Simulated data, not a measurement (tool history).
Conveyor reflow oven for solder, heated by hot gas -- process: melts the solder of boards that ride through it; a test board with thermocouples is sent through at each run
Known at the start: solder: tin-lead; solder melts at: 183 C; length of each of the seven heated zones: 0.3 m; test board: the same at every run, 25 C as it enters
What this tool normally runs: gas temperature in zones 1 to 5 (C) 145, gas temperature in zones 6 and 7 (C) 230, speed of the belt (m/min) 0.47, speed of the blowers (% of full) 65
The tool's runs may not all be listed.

| run | day | gas temperature in zones 1 to 5 (C) | gas temperature in zones 6 and 7 (C) | speed of the belt (m/min) | speed of the blowers (% of full) | highest temperature of the board (C) | time above the solder's melting point (s) |
|---|---|---|---|---|---|---|---|
| 1 | 0.000 | 145 | 230 | 0.47 | 65 | 215.7 | 58.7 |
| 2 | 1.292 | 145 | 230 | 0.47 | 65 | 215.6 | 58.5 |
| 3 | 3.096 | 145 | 230 | 0.47 | 65 | 215.5 | 58.5 |
| 4 | 4.321 | 145 | 230 | 0.47 | 65 | 215.2 | 58.9 |
|  | 5.729 | thermocouples of zones 6 and 7 changed |
| 5 | 6.117 | 145 | 230 | 0.47 | 65 | 214.2 | 57.8 |
|  | 7.775 | flux residue cleaned out of gas plates and filters |
| 6 | 8.046 | 145 | 230 | 0.47 | 65 | 213.2 | 56.6 |
| 7 | 9.196 | 145 | 230 | 0.47 | 65 | 213.3 | 56.8 |
| 8 | 10.958 | 145 | 230 | 0.47 | 65 | 213.3 | 56.1 |
|  | 11.779 | flux residue cleaned out of gas plates and filters, once more |
| 9 | 12.004 | 133 | 230 | 0.47 | 65 | 214.5 | 54.1 |
| 10 | 13.675 | 133 | 230 | 0.47 | 65 | 214.2 | 53.5 |
| 11 | 15.262 | 133 | 230 | 0.47 | 65 | 214.2 | 53.7 |
| 12 | 16.617 | 145 | 230 | 0.47 | 65 | 216.1 | 59.9 |
| 13 | 18.058 | 145 | 235 | 0.47 | 65 | 220.5 | 62.7 |
| 14 | 19.450 | 145 | 230 | 0.47 | 65 | 215.9 | 59.3 |
| 15 | 20.350 | 145 | 230 | 0.47 | 65 | 215.6 | 59.1 |
| 16 | 21.454 | 145 | 230 | 0.47 | 65 | 215.5 | 59.6 |

Run 17 has not been measured yet. What should we expect?
| 17 | 23.096 | 145 | 230 | 0.47 | 65 | ? | ? |

highest temperature of the board (C): 215.7
time above the solder's melting point (s): 59.1
Minus the tool's unlogged condition, the same run would have read highest temperature of the board (C) 216.0, time above the solder's melting point (s) 59.2.
